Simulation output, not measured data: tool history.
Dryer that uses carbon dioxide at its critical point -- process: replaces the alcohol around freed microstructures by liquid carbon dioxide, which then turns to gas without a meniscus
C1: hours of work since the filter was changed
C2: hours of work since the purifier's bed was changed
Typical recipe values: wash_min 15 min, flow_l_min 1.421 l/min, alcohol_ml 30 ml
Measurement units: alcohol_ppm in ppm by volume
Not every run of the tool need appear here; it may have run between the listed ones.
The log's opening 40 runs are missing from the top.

run 41 hour=690.9 | wash_min=21 flow_l_min=1.17 alcohol_ml=21 | C1=343 C2=689 | alcohol_ppm=100
run 42 hour=701.7 | wash_min=21 flow_l_min=1.17 alcohol_ml=21 | C1=350 C2=696 | alcohol_ppm=111
run 43 hour=721.7 | wash_min=21 flow_l_min=1.17 alcohol_ml=21 | C1=363 C2=709 | alcohol_ppm=107
run 44 hour=742.1 | wash_min=21 flow_l_min=1.17 alcohol_ml=32 | C1=376 C2=722 | alcohol_ppm=130
-- hour=758.5 inlet filter changed
run 45 hour=760.1 | wash_min=21 flow_l_min=1.17 alcohol_ml=32 | C1=1 C2=733 | alcohol_ppm=108
run 46 hour=782.8 | wash_min=21 flow_l_min=1.17 alcohol_ml=32 | C1=16 C2=748 | alcohol_ppm=97
run 47 hour=802 | wash_min=15 flow_l_min=1.26 alcohol_ml=25 | C1=28 C2=761 | alcohol_ppm=155
run 48 hour=815.6 | wash_min=17 flow_l_min=1.421 alcohol_ml=69 | C1=37 C2=770 | alcohol_ppm=139

Alternative continuations, all from the tool just after run 48; predict every row:
run A hour=832.3 | wash_min=17 flow_l_min=0.91 alcohol_ml=39 | C1=48 C2=780 | alcohol_ppm=?
run B hour=832.3 | wash_min=12 flow_l_min=1.1 alcohol_ml=108 | C1=48 C2=780 | alcohol_ppm=?
run C hour=832.3 | wash_min=14 flow_l_min=1.421 alcohol_ml=63 | C1=48 C2=780 | alcohol_ppm=?

run=A alcohol_ppm=324
run=B alcohol_ppm=1300
run=C alcohol_ppm=248
Without the tool's unlogged condition, the same runs would have read:
run=A alcohol_ppm=234
run=B alcohol_ppm=1170
run=C alcohol_ppm=157
